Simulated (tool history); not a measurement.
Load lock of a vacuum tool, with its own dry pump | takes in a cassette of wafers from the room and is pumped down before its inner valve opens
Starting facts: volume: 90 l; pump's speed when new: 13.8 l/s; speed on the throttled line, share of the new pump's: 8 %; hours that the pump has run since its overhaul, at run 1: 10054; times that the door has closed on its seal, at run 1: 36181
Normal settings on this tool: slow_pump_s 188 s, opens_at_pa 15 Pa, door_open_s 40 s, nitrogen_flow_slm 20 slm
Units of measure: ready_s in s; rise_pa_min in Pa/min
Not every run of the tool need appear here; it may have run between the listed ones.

| run | day | slow_pump_s | opens_at_pa | door_open_s | nitrogen_flow_slm | hours that the pump has run since its overhaul | times that the door has closed on its seal | incoming humidity of the room's air, % | ready_s | rise_pa_min |
|---|---|---|---|---|---|---|---|---|---|---|
| 1 | 0.000 | 188 | 15 | 40 | 20 | 10054 | 36181 | 43.2 | 230.0 | 0.014 |
| 2 | 12.854 | 188 | 15 | 40 | 20 | 10363 | 36848 | 46.7 | 231.0 | 0.014 |
| 3 | 21.367 | 188 | 11 | 40 | 20 | 10567 | 37290 | 46.1 | 232.3 | 0.012 |
| 4 | 31.525 | 188 | 11 | 40 | 20 | 10811 | 37817 | 45.2 | 233.5 | 0.020 |
| 5 | 39.788 | 188 | 15 | 40 | 20 | 11009 | 38246 | 46.7 | 230.4 | 0.021 |
| 6 | 55.475 | 188 | 15 | 40 | 20 | 11386 | 39059 | 43.3 | 231.9 | 0.015 |
| 7 | 66.904 | 188 | 15 | 40 | 10 | 11660 | 39653 | 43.4 | 230.3 | 0.016 |
| 8 | 86.050 | 188 | 15 | 40 | 10 | 12120 | 40646 | 47.1 | 230.7 | 0.024 |
| 9 | 101.538 | 188 | 15 | 40 | 10 | 12491 | 41450 | 44.4 | 228.9 | 0.020 |
| 10 | 111.862 | 188 | 15 | 40 | 10 | 12739 | 41985 | 44.4 | 229.2 | 0.014 |
| 11 | 127.046 | 188 | 23 | 40 | 20 | 13103 | 42773 | 42.5 | 228.0 | 0.014 |
| 12 | 143.292 | 188 | 23 | 40 | 20 | 13493 | 43616 | 44.3 | 229.3 | 0.010 |
| 13 | 151.658 | 188 | 23 | 40 | 20 | 13694 | 44050 | 45.2 | 227.1 | 0.018 |
| 14 | 162.112 | 188 | 15 | 133 | 20 | 13945 | 44593 | 46.0 | 231.1 | 0.027 |
| 15 | 170.554 | 188 | 15 | 221 | 20 | 14148 | 45031 | 43.4 | 232.5 | 0.026 |
| 16 | 183.617 | 188 | 15 | 221 | 20 | 14461 | 45708 | 46.1 | 227.4 | 0.033 |
| 17 | 196.562 | 248 | 15 | 35 | 13 | 14772 | 46380 | 45.2 | 285.4 | 0.014 |
| 18 | 211.075 | 248 | 15 | 35 | 13 | 15120 | 47133 | 46.5 | 286.5 | 0.020 |
| 19 | 223.662 | 167 | 15 | 64 | 12 | 15422 | 47786 | 49.7 | 211.5 | 0.023 |
| 20 | 232.088 | 138 | 11 | 31 | 12 | 15624 | 48223 | 47.0 | 187.1 | 0.016 |
| 21 | 248.875 | 138 | 11 | 31 | 12 | 16027 | 49094 | 43.7 | 186.0 | 0.017 |
| 22 | 263.725 | 138 | 11 | 85 | 12 | 16384 | 49865 | 45.7 | 185.2 | 0.027 |
| 23 | 280.029 | 117 | 27 | 229 | 9 | 16775 | 50711 | 45.6 | 161.7 | 0.036 |
| 24 | 295.604 | 117 | 27 | 229 | 9 | 17149 | 51519 | 42.6 | 161.5 | 0.035 |
| 25 | 313.229 | 117 | 27 | 229 | 9 | 17572 | 52433 | 47.1 | 161.0 | 0.038 |
| 26 | 325.958 | 252 | 20 | 25 | 4 | 17877 | 53094 | 42.7 | 286.6 | 0.018 |

4 ways to go on from here, each from the tool as it stands after run 26. What would each give?
| A | 335.738 | 305 | 22 | 40 | 4 | 18112 | 53601 | 41.1 | ? | ? |
| B | 335.738 | 174 | 18 | 73 | 20 | 18112 | 53601 | 42.8 | ? | ? |
| C | 335.738 | 188 | 15 | 40 | 5 | 18112 | 53601 | 42.9 | ? | ? |
| D | 335.738 | 188 | 15 | 93 | 7 | 18112 | 53601 | 44.5 | ? | ? |

| run | ready_s | rise_pa_min |
|---|---|---|
| A | 335.8 | 0.017 |
| B | 217.6 | 0.022 |
| C | 231.1 | 0.018 |
| D | 229.8 | 0.027 |
Without the tool's hidden state the same runs would have given:
| run | ready_s | rise_pa_min |
|---|---|---|
| A | 335.8 | 0.015 |
| B | 217.5 | 0.021 |
| C | 231.1 | 0.016 |
| D | 229.7 | 0.025 |
